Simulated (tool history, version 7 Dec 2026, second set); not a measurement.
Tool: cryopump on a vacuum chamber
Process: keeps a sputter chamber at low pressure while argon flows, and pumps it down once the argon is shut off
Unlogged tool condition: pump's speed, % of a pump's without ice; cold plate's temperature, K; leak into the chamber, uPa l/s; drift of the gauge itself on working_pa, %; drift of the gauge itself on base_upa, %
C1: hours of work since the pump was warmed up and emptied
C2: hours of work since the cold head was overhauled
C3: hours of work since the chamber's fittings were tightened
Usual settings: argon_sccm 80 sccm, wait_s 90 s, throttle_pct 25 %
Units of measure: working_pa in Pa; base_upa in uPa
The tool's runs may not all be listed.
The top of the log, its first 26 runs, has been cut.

Run 27, hour 2514.2: usual settings but argon_sccm 57 sccm, wait_s 31 s, throttle_pct 18 %; C1 571; C2 2019; C3 3051. Result: working_pa 0.2332 Pa, base_upa 2.37 uPa.
Run 28, hour 2594.5: usual settings but argon_sccm 57 sccm, wait_s 31 s, throttle_pct 18 %; C1 619; C2 2066; C3 3098. Result: working_pa 0.2324 Pa, base_upa 2.43 uPa.
Run 29, hour 2714: usual settings but argon_sccm 57 sccm, wait_s 31 s, throttle_pct 18 %; C1 690; C2 2138; C3 3169. Result: working_pa 0.2341 Pa, base_upa 2.45 uPa.
At hour 2773.5: pump warmed up, emptied and cooled again.
Run 30, hour 2843.7: usual settings but argon_sccm 152 sccm, wait_s 88 s, throttle_pct 39 %; C1 42; C2 2212; C3 3244. Result: working_pa 0.2808 Pa, base_upa 1.69 uPa.
Run 31, hour 2912.2: usual settings but throttle_pct 26 %; C1 82; C2 2252; C3 3284. Result: working_pa 0.2213 Pa, base_upa 1.77 uPa.
Run 32, hour 3014.4: usual settings but throttle_pct 26 %; C1 143; C2 2313; C3 3345. Result: working_pa 0.2235 Pa, base_upa 1.78 uPa.
Run 33, hour 3122.4: usual settings but argon_sccm 85 sccm, wait_s 21 s, throttle_pct 32 %; C1 208; C2 2377; C3 3409. Result: working_pa 0.1924 Pa, base_upa 2.69 uPa.
Run 34, hour 3225.5: usual settings but wait_s 170 s, throttle_pct 35 %; C1 269; C2 2439; C3 3471. Result: working_pa 0.1682 Pa, base_upa 1.78 uPa.

Branching from run 34: 4 alternative next runs. What would each branch give?
Run A, hour 3340.5: usual settings but argon_sccm 47 sccm, wait_s 97 s, throttle_pct 45 %; C1 337; C2 2507; C3 3539. Result: working_pa ?, base_upa ?.
Run B, hour 3340.5: usual settings but wait_s 170 s, throttle_pct 31 %; C1 337; C2 2507; C3 3539. Result: working_pa ?, base_upa ?.
Run C, hour 3340.5: usual settings but wait_s 58 s, throttle_pct 35 %; C1 337; C2 2507; C3 3539. Result: working_pa ?, base_upa ?.
Run D, hour 3340.5: usual settings but argon_sccm 91 sccm, wait_s 122 s, throttle_pct 24 %; C1 337; C2 2507; C3 3539. Result: working_pa ?, base_upa ?.

run  working_pa  base_upa
  A      0.0785      1.95
  B      0.1901      1.91
  C       0.169      2.22
  D      0.2787      1.91
With the hidden condition removed and each run's random variation left untouched, the same runs would have given:
run  working_pa  base_upa
  A      0.0743      0.36
  B      0.1829      0.31
  C      0.1618      0.58
  D      0.2704      0.32
